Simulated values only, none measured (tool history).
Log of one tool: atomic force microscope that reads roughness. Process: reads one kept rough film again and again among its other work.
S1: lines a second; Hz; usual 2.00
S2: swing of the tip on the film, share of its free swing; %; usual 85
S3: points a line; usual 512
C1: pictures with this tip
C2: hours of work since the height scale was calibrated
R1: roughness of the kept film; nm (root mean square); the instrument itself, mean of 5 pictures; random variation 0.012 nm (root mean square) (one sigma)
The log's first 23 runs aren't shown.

| run | day | S1 | S2 | S3 | C1 | C2 | R1 |
|---|---|---|---|---|---|---|---|
| 24 | 10.542 | 2.00 | 85 | 355 | 182 | 572 | 2.870 |
| 25 | 11.025 | 1.65 | 85 | 512 | 196 | 580 | 2.976 |
| 26 | 11.529 | 2.00 | 85 | 512 | 211 | 588 | 2.904 |
| 27 | 12.046 | 2.00 | 85 | 512 | 225 | 596 | 2.921 |
| 28 | 12.529 | 1.97 | 88 | 512 | 239 | 604 | 2.850 |
| 29 | 13.162 | 1.13 | 62 | 512 | 257 | 614 | 3.350 |
| 30 | 13.838 | 1.13 | 62 | 512 | 277 | 624 | 3.347 |
| 31 | 14.379 | 1.13 | 67 | 1014 | 292 | 633 | 3.333 |
| 32 | 14.867 | 1.32 | 67 | 473 | 306 | 640 | 3.279 |
| 33 | 15.242 | 1.32 | 67 | 473 | 317 | 646 | 3.279 |
| 34 | 15.733 | 2.59 | 58 | 362 | 331 | 654 | 3.233 |
| 35 | 16.062 | 2.59 | 58 | 362 | 341 | 659 | 3.250 |
|  | 16.438 | new tip fitted |
| 36 | 16.562 | 2.50 | 63 | 628 | 3 | 667 | 3.234 |
| 37 | 17.154 | 2.50 | 63 | 628 | 20 | 676 | 3.208 |
| 38 | 17.521 | 0.97 | 85 | 437 | 31 | 682 | 3.171 |
| 39 | 17.867 | 1.70 | 87 | 896 | 41 | 687 | 2.942 |
| 40 | 18.508 | 1.70 | 87 | 896 | 59 | 697 | 2.979 |
| 41 | 18.862 | 1.94 | 86 | 766 | 70 | 703 | 2.914 |
| 42 | 19.492 | 1.54 | 74 | 512 | 88 | 713 | 3.160 |
| 43 | 19.971 | 1.54 | 74 | 512 | 101 | 720 | 3.170 |
| 44 | 20.358 | 3.67 | 61 | 512 | 112 | 726 | 3.161 |
| 45 | 20.758 | 2.00 | 71 | 388 | 124 | 733 | 3.161 |
| 46 | 21.075 | 2.00 | 71 | 388 | 133 | 738 | 3.138 |

Run 47 comes next. What will it give?
| 47 | 21.375 | 2.00 | 71 | 388 | 142 | 742 | ? |

Run 47 gave R1 3.113 nm (root mean square).
Without the tool's hidden state the same run would have given R1 3.116 nm (root mean square).
